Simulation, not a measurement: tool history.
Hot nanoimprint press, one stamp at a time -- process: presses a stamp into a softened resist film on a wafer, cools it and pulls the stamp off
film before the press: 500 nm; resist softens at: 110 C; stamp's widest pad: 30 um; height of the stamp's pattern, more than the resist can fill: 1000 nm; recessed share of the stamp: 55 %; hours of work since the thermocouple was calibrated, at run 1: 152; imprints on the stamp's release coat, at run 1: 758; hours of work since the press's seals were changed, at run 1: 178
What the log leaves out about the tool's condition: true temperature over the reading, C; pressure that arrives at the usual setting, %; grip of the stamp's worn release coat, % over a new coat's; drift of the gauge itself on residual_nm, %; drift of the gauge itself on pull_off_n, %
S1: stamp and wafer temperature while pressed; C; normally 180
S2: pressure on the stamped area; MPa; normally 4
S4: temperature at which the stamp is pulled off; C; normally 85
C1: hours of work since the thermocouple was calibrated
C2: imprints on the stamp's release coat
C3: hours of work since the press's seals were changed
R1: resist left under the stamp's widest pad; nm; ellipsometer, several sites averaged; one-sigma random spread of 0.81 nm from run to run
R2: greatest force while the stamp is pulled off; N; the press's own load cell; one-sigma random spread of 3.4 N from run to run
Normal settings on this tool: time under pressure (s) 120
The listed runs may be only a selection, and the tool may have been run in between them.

Run 1, hour 0: usual settings; C1 152; C2 758; C3 178. Result: R1 293.5 nm, R2 157 N.
Run 2, hour 7: usual settings; C1 155; C2 783; C3 182. Result: R1 294.9 nm, R2 164 N.
Run 3, hour 14.2: usual settings; C1 159; C2 810; C3 185. Result: R1 291.5 nm, R2 160 N.
Run 4, hour 19.9: usual settings; C1 162; C2 831; C3 188. Result: R1 293.7 nm, R2 161 N.
Run 5, hour 28.3: usual settings but S4 80 C; C1 166; C2 861; C3 192. Result: R1 293.4 nm, R2 185 N.
Run 6, hour 34.3: usual settings but S4 80 C; C1 169; C2 883; C3 195. Result: R1 292.1 nm, R2 189 N.
Run 7, hour 41.2: usual settings; C1 172; C2 909; C3 199. Result: R1 293.7 nm, R2 163 N.
Run 8, hour 50.2: usual settings but S2 3.28 MPa; C1 177; C2 941; C3 203. Result: R1 316.8 nm, R2 165 N.
Run 9, hour 55.2: usual settings but S2 3.28 MPa; C1 179; C2 960; C3 206. Result: R1 315.1 nm, R2 155 N.
Run 10, hour 62.8: usual settings but S2 3.28 MPa; C1 183; C2 988; C3 209. Result: R1 314.4 nm, R2 164 N.
Run 11, hour 67.1: usual settings but S2 6.22 MPa; C1 185; C2 1003; C3 211. Result: R1 246.8 nm, R2 161 N.
Run 12, hour 73.2: usual settings but S1 182 C, S2 2.71 MPa; C1 188; C2 1026; C3 214. Result: R1 311.8 nm, R2 164 N.
Run 13, hour 77.9: usual settings but S1 183 C, S2 2.71 MPa, time under pressure (s) 210; C1 190; C2 1043; C3 217. Result: R1 249.6 nm, R2 162 N.
Run 14, hour 83.2: usual settings but S1 183 C, S2 2.71 MPa, time under pressure (s) 210; C1 193; C2 1062; C3 219. Result: R1 248.4 nm, R2 162 N.
Run 15, hour 91: usual settings but S1 183 C, S2 2.71 MPa, time under pressure (s) 62, S4 73 C; C1 197; C2 1091; C3 223. Result: R1 357.6 nm, R2 214 N.
Run 16, hour 94.9: usual settings but S1 183 C, S2 2.71 MPa, time under pressure (s) 62, S4 79 C; C1 199; C2 1105; C3 225. Result: R1 360.3 nm, R2 183 N.
Run 17, hour 103.7: usual settings but S1 183 C, S2 2.71 MPa, time under pressure (s) 62, S4 79 C; C1 203; C2 1138; C3 229. Result: R1 359 nm, R2 185 N.
Run 18, hour 108.3: usual settings but S1 188 C, S2 2.54 MPa, time under pressure (s) 115, S4 88 C; C1 205; C2 1154; C3 232. Result: R1 253.2 nm, R2 147 N.
Run 19, hour 117.1: usual settings but time under pressure (s) 148; C1 210; C2 1187; C3 236. Result: R1 273.9 nm, R2 162 N.
Run 20, hour 126.1: usual settings but S1 172 C, time under pressure (s) 196, S4 86 C; C1 214; C2 1220; C3 241. Result: R1 354 nm, R2 162 N.
Run 21, hour 132.6: usual settings but S1 172 C, time under pressure (s) 110, S4 92 C; C1 218; C2 1244; C3 244. Result: R1 398.3 nm, R2 125 N.
Run 22, hour 138.3: usual settings but S1 172 C, time under pressure (s) 110, S4 92 C; C1 220; C2 1264; C3 247. Result: R1 397 nm, R2 130 N.

Consider 3 possible next runs. They are alternatives, not a sequence: every one starts from the tool as it was left by run 22. What does each give?
Run A, hour 144.3: usual settings but S1 177 C, S2 2.48 MPa; C1 223; C2 1286; C3 250. Result: R1 ?, R2 ?.
Run B, hour 144.3: usual settings but S1 177 C, S2 3.74 MPa; C1 223; C2 1286; C3 250. Result: R1 ?, R2 ?.
Run C, hour 144.3: usual settings but S1 181 C, time under pressure (s) 110, S4 92 C; C1 223; C2 1286; C3 250. Result: R1 ?, R2 ?.

run     R1   R2
  A  378.3  164
  B  337.6  166
  C  289.2  131
Stripped of hidden state, with their random variation kept, the same runs would have yielded:
run     R1   R2
  A  378.5  162
  B  337.7  164
  C  289.4  130

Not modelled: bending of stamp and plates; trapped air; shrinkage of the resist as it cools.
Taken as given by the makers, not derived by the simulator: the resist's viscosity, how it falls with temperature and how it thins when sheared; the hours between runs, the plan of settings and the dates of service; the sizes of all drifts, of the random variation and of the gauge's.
